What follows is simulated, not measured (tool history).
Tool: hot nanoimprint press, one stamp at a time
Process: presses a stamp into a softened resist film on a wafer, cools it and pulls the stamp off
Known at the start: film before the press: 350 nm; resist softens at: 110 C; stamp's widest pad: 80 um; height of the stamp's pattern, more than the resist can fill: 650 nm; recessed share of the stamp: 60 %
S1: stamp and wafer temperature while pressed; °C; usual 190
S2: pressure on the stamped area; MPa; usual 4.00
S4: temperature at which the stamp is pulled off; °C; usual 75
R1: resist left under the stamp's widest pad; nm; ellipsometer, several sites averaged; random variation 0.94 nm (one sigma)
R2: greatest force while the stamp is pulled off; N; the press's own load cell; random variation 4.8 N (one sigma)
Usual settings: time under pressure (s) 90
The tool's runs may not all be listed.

{"run": 1, "day": 0.0, "S1": 190, "S2": 4.0, "time under pressure (s)": 90, "S4": 75, "R1": 171.4, "R2": 245}
{"run": 2, "day": 1.125, "S1": 190, "S2": 4.0, "time under pressure (s)": 90, "S4": 75, "R1": 168.9, "R2": 250}
{"run": 3, "day": 2.488, "S1": 190, "S2": 4.0, "time under pressure (s)": 135, "S4": 75, "R1": 148.0, "R2": 263}
{"run": 4, "day": 5.212, "S1": 190, "S2": 4.0, "time under pressure (s)": 90, "S4": 75, "R1": 169.8, "R2": 273}
{"run": 5, "day": 6.533, "S1": 190, "S2": 4.0, "time under pressure (s)": 90, "S4": 75, "R1": 171.8, "R2": 267}
{"run": 6, "day": 9.158, "S1": 179, "S2": 4.0, "time under pressure (s)": 90, "S4": 75, "R1": 257.2, "R2": 270}
{"run": 7, "day": 10.962, "S1": 179, "S2": 4.0, "time under pressure (s)": 90, "S4": 75, "R1": 251.5, "R2": 285}
{"run": 8, "day": 12.317, "S1": 179, "S2": 4.0, "time under pressure (s)": 90, "S4": 75, "R1": 255.7, "R2": 278}
{"run": 9, "day": 14.438, "S1": 179, "S2": 4.0, "time under pressure (s)": 90, "S4": 75, "R1": 252.8, "R2": 286}
{"run": 10, "day": 16.621, "S1": 199, "S2": 4.0, "time under pressure (s)": 90, "S4": 75, "R1": 111.3, "R2": 301}
{"run": 11, "day": 19.525, "S1": 199, "S2": 4.0, "time under pressure (s)": 90, "S4": 75, "R1": 113.4, "R2": 237}
{"run": 12, "day": 20.938, "S1": 190, "S2": 4.0, "time under pressure (s)": 90, "S4": 66, "R1": 172.6, "R2": 284}
{"run": 13, "day": 23.488, "S1": 185, "S2": 4.49, "time under pressure (s)": 90, "S4": 61, "R1": 200.9, "R2": 309}
{"run": 14, "day": 25.275, "S1": 190, "S2": 3.27, "time under pressure (s)": 90, "S4": 70, "R1": 187.1, "R2": 279}
{"run": 15, "day": 27.671, "S1": 191, "S2": 4.0, "time under pressure (s)": 83, "S4": 75, "R1": 168.2, "R2": 268}
{"run": 16, "day": 30.3, "S1": 195, "S2": 4.0, "time under pressure (s)": 112, "S4": 75, "R1": 126.5, "R2": 275}
{"run": 17, "day": 31.504, "S1": 191, "S2": 2.96, "time under pressure (s)": 47, "S4": 65, "R1": 226.4, "R2": 319}
{"run": 18, "day": 33.842, "S1": 201, "S2": 2.64, "time under pressure (s)": 64, "S4": 75, "R1": 147.7, "R2": 286}
{"run": 19, "day": 36.425, "S1": 192, "S2": 4.2, "time under pressure (s)": 96, "S4": 82, "R1": 141.1, "R2": 274}
{"run": 20, "day": 38.175, "S1": 193, "S2": 4.06, "time under pressure (s)": 147, "S4": 63, "R1": 116.1, "R2": 357}
{"run": 21, "day": 40.333, "S1": 190, "S2": 5.59, "time under pressure (s)": 90, "S4": 65, "R1": 135.4, "R2": 268}
{"run": 22, "day": 42.329, "S1": 190, "S2": 2.59, "time under pressure (s)": 90, "S4": 74, "R1": 193.6, "R2": 251}
{"run": 23, "day": 44.588, "S1": 198, "S2": 4.86, "time under pressure (s)": 90, "S4": 61, "R1": 101.3, "R2": 288}

Not shown: 4 entries that the log had between the listed runs. Between which runs, and how does the tool's hidden state differ before and after?
Between runs 10 and 11: stamp cleaned and given a new release coat (day 17.104)
  true temperature over the reading, C: 0.94 -> 1.1; pressure that arrives at the usual setting, %: 91.61 -> 91.33; grip of the stamp's worn release coat, % over a new coat's: 27.7 -> 3.2
  measured less the result without the state, R1: +0.8 -> +0.2 nm; R2: +62 -> +4 N
Between runs 11 and 12: plate thermocouple calibrated (day 20.771)
  true temperature over the reading, C: 1.1 -> -0.13; pressure that arrives at the usual setting, %: 91.33 -> 91.17; grip of the stamp's worn release coat, % over a new coat's: 3.2 -> 4.8
  measured less the result without the state, R1: +0.2 -> +8.3 nm; R2: +4 -> +14 N
Between runs 18 and 19: press's hydraulic seals changed and the load cell set to zero (day 35.933)
  true temperature over the reading, C: 0.6 -> 0.73; pressure that arrives at the usual setting, %: 89.69 -> 99.19; grip of the stamp's worn release coat, % over a new coat's: 22.2 -> 25.3
  measured less the result without the state, R1: +1.8 -> -4.0 nm; R2: +51 -> +54 N
Between runs 20 and 21: stamp cleaned and given a new release coat (day 38.542)
  true temperature over the reading, C: 0.83 -> 0.94; pressure that arrives at the usual setting, %: 98.99 -> 98.78; grip of the stamp's worn release coat, % over a new coat's: 27.8 -> 2.3
  measured less the result without the state, R1: -3.8 -> -4.6 nm; R2: +75 -> +3 N
